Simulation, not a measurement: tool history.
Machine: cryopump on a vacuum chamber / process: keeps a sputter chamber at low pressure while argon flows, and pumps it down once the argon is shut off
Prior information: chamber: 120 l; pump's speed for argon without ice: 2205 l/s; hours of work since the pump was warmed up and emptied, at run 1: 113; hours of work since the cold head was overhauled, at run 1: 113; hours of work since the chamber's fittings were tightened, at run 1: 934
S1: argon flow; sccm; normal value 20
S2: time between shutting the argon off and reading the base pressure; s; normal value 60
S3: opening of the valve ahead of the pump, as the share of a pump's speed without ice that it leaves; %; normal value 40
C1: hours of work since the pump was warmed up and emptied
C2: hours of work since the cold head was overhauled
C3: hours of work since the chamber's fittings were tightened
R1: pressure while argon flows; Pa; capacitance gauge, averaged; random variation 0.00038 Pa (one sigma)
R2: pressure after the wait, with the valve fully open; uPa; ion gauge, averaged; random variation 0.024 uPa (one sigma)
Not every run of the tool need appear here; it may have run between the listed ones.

run,hour,S1,S2,S3,C1,C2,C3,R1,R2
1,0,20,60,40,113,113,934,0.0399,1.43
2,57.5,20,60,40,154,154,975,0.0394,1.46
3,91.3,20,60,40,178,178,999,0.0399,1.5
4,131.6,20,60,40,207,207,1028,0.0404,1.51
5,186.8,20,60,40,246,246,1068,0.0408,1.54
6,258,20,60,22,297,297,1119,0.0724,1.61
7,309.2,20,60,22,334,334,1155,0.0724,1.59
8,357.7,20,60,22,368,368,1190,0.072,1.7
9,405.2,20,60,22,402,402,1224,0.0727,1.68
10,442.5,20,60,22,429,429,1251,0.0727,1.71
11,510.2,20,60,22,478,478,1299,0.0736,1.77
# hour 531: pump warmed up, emptied and cooled again
12,566.1,20,60,22,25,514,1335,0.0697,1.6
13,641.7,20,60,22,79,568,1389,0.0709,1.67
14,677,20,60,23,104,593,1415,0.0674,1.69
15,727.8,20,278,23,141,630,1451,0.0679,1.08
16,779.1,34,60,40,177,666,1488,0.0677,1.74
17,825.9,34,60,40,211,700,1521,0.0674,1.82
18,874.4,9,117,53,246,735,1556,0.0135,1.44
19,937.7,9,72,40,291,780,1601,0.0181,1.79
20,971.1,9,72,40,315,804,1625,0.0184,1.8
21,1030.9,9,72,40,358,846,1668,0.0183,1.84
22,1077.2,9,72,31,391,880,1701,0.024,1.85
23,1110.1,14,25,42,414,903,1725,0.0273,3.14
24,1151.2,9,237,57,444,932,1754,0.0143,1.41
# hour 1218.4: pump warmed up, emptied and cooled again
25,1229.2,9,237,57,8,985,1806,0.0124,1.27
26,1298.1,20,126,30,57,1034,1855,0.0519,1.49
27,1342.2,32,265,50,89,1065,1887,0.0507,1.34
# hour 1397.8: leaking fittings of the chamber tightened, without venting
28,1402.3,32,265,50,130,1107,3,0.051,0.35
29,1442.2,13,128,16,159,1136,32,0.063,0.55
30,1483.5,13,128,16,188,1165,61,0.063,0.62
31,1516.2,20,172,40,212,1189,85,0.0394,0.5
32,1560.7,20,239,40,243,1220,117,0.0395,0.43
33,1612.2,12,244,18,280,1257,153,0.0528,0.42

Each row is a separate what-if for the run after 33, all from the same tool condition, not one after another. Results?
A,1683.7,12,127,43,331,1308,205,?,?
B,1683.7,22,244,26,331,1308,205,?,?
C,1683.7,20,85,40,331,1308,205,?,?
D,1683.7,12,141,18,331,1308,205,?,?
E,1683.7,34,57,18,331,1308,205,?,?

run,R1,R2
A,0.0232,0.65
B,0.0678,0.48
C,0.0409,0.9
D,0.0531,0.67
E,0.1494,1.22
Had the tool no hidden state, the same runs would have come out as:
run,R1,R2
A,0.0215,0.48
B,0.0647,0.31
C,0.0382,0.73
D,0.0515,0.5
E,0.1446,1.05
